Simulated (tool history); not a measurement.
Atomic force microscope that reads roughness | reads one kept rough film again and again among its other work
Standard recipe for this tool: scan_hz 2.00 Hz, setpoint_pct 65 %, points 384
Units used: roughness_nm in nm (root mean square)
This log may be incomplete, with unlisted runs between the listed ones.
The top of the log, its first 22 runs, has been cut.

run,day,scan_hz,setpoint_pct,points,pictures with this tip,hours of work since the height scale was calibrated,roughness_nm
23,51.433,1.55,68,325,145,51,2.872
24,54.000,1.55,68,325,225,86,2.725
# day 55.975: new tip fitted
25,56.758,2.85,75,892,25,124,3.035
26,58.762,2.85,75,892,87,151,2.865
27,61.075,2.85,75,892,158,183,2.745
28,64.096,2.48,62,418,252,224,2.649
# day 65.275: new tip fitted
29,67.329,1.22,55,310,64,268,3.078
30,69.475,1.22,55,310,130,298,2.929
31,72.575,2.00,89,384,226,340,2.543
# day 74.683: new tip fitted
32,75.738,2.00,89,384,33,383,2.946
33,77.492,0.52,89,543,87,407,2.989
34,80.083,0.52,89,543,167,443,2.817
35,82.412,2.00,64,384,239,475,2.699
# day 83.921: new tip fitted
36,83.925,3.05,65,700,1,495,3.160
37,85.600,1.23,82,785,52,518,3.039
38,88.958,2.00,66,384,156,564,2.835
39,90.754,2.00,65,316,212,589,2.733

What if the next run were any one of these 5? Each begins from the tool's condition after run 39:
A,92.592,2.78,79,334,269,614,?
B,92.592,0.78,62,659,269,614,?
C,92.592,0.99,65,350,269,614,?
D,92.592,2.00,68,384,269,614,?
E,92.592,3.22,78,384,269,614,?

run,roughness_nm
A,2.464
B,2.666
C,2.636
D,2.615
E,2.462
With no hidden state in the tool, these same runs would have given:
run,roughness_nm
A,3.010
B,3.254
C,3.218
D,3.192
E,3.006
